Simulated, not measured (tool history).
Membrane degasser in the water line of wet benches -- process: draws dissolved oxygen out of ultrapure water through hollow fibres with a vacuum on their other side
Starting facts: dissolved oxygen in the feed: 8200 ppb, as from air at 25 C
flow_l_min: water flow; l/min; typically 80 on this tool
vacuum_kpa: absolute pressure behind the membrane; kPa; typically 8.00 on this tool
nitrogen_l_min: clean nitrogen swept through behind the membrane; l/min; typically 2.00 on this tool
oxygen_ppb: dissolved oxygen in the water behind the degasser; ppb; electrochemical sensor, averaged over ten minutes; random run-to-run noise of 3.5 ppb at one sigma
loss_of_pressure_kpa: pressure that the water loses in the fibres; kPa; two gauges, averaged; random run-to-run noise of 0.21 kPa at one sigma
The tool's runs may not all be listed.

run,day,flow_l_min,vacuum_kpa,nitrogen_l_min,oxygen_ppb,loss_of_pressure_kpa
1,0.000,80,8.00,2.00,394.0,50.40
2,1.808,80,8.00,2.00,389.1,50.30
3,4.050,80,8.00,2.00,382.6,50.81
4,6.346,80,8.00,2.00,381.5,50.43
5,7.483,80,8.00,2.00,385.4,50.60
6,8.471,80,8.00,0.98,632.7,50.75
7,10.396,80,8.00,0.98,621.2,50.53
8,11.600,80,8.00,0.98,628.9,50.51
9,13.600,80,8.00,0.98,629.5,50.91
10,15.838,80,8.00,4.37,207.0,50.95
11,17.983,100,18.26,1.66,1474.0,63.80
12,20.029,100,18.26,1.66,1452.7,63.52
13,21.146,100,5.47,1.35,325.9,63.29
14,23.292,115,4.98,5.80,159.2,73.25
15,25.112,80,6.17,1.16,358.6,51.21
16,26.333,80,6.17,1.16,368.4,51.48
17,28.542,80,14.67,2.00,851.9,51.37
18,29.625,52,8.00,1.42,352.6,32.88
19,30.729,52,8.00,1.42,350.0,33.00

Forecast each of these 3 alternatives for the next run:
A,32.112,80,5.41,3.56,?,?
B,32.112,80,9.99,2.00,?,?
C,32.112,53,8.72,2.36,?,?

run,oxygen_ppb,loss_of_pressure_kpa
A,125.5,51.19
B,526.9,51.24
C,264.9,34.17
Without the tool's unlogged condition, the same runs would have read:
run,oxygen_ppb,loss_of_pressure_kpa
A,125.5,50.49
B,526.8,50.54
C,264.9,33.70

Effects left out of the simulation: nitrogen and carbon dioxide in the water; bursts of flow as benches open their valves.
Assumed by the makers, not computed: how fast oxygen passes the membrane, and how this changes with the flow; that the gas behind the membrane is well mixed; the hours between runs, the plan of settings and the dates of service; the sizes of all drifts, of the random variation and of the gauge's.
